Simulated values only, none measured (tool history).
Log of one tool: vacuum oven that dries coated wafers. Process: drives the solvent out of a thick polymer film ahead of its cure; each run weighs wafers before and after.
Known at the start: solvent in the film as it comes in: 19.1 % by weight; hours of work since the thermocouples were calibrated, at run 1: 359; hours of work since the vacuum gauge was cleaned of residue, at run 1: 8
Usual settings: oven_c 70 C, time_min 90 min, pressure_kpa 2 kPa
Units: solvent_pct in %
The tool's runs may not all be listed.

run,hour,oven_c,time_min,pressure_kpa,hours of work since the thermocouples were calibrated,hours of work since the vacuum gauge was cleaned of residue,solvent_pct
1,0,70,90,2,359,8,2.07
2,28.1,70,90,2,373,22,2.08
3,68.8,70,90,2,393,42,2.09
4,102.1,70,90,2,409,58,2.07
5,140.2,70,90,2,428,77,2.08
6,197.9,70,90,2,456,105,2.14
7,233.8,70,90,2,474,123,2.09
8,294.5,70,90,2,504,153,2.09
9,331.6,70,90,2,522,171,2.07
10,362.8,70,94,2,537,186,2.02
11,404.6,70,90,5.36,558,207,3.32
12,434.1,77,90,2,572,221,0.92
13,484.5,70,90,2,597,246,2.13
14,541.9,70,90,2,625,274,2.07
15,590,70,90,2,649,298,2.1
16,642.8,70,90,2,675,324,2.04
17,678.4,70,90,2,692,341,2.06
18,726.9,74,90,2,716,365,1.17
# hour 747.5: oven's thermocouples calibrated
19,793.1,74,90,2,22,397,1.23
20,827.2,73,90,2,39,414,1.47
21,855.5,73,90,2,53,427,1.43
22,916.8,83,90,2,83,458,0.51
23,979.3,83,90,4.38,114,488,1.04
24,1037.4,57,144,2.24,142,517,5.08
25,1066.7,57,144,2.24,157,531,5.09
26,1116.9,57,144,3.72,182,556,5.89
27,1146.8,70,57,1.84,196,571,3.9
28,1175.4,70,57,1.84,210,585,3.88
29,1231.3,70,90,1.11,238,612,1.77
30,1295.6,77,50,2.46,269,644,2.26
31,1326.8,77,50,2.46,285,659,2.3
32,1354.6,77,50,2.46,298,673,2.22
33,1402.4,77,67,2.3,322,696,1.41
34,1463,60,67,2.3,352,726,7.72
35,1522.9,60,81,2.05,381,755,6.48
36,1566.6,60,81,2.05,403,777,6.51

Hidden state at the last listed run before each entry between runs and at the first one after, where it differs:
Between runs 18 and 19: oven's thermocouples calibrated (hour 747.5)
  true wafer temperature over the reading, C: 0.05 -> 0.01; true pressure over the reading, kPa: 0.004 -> 0.005

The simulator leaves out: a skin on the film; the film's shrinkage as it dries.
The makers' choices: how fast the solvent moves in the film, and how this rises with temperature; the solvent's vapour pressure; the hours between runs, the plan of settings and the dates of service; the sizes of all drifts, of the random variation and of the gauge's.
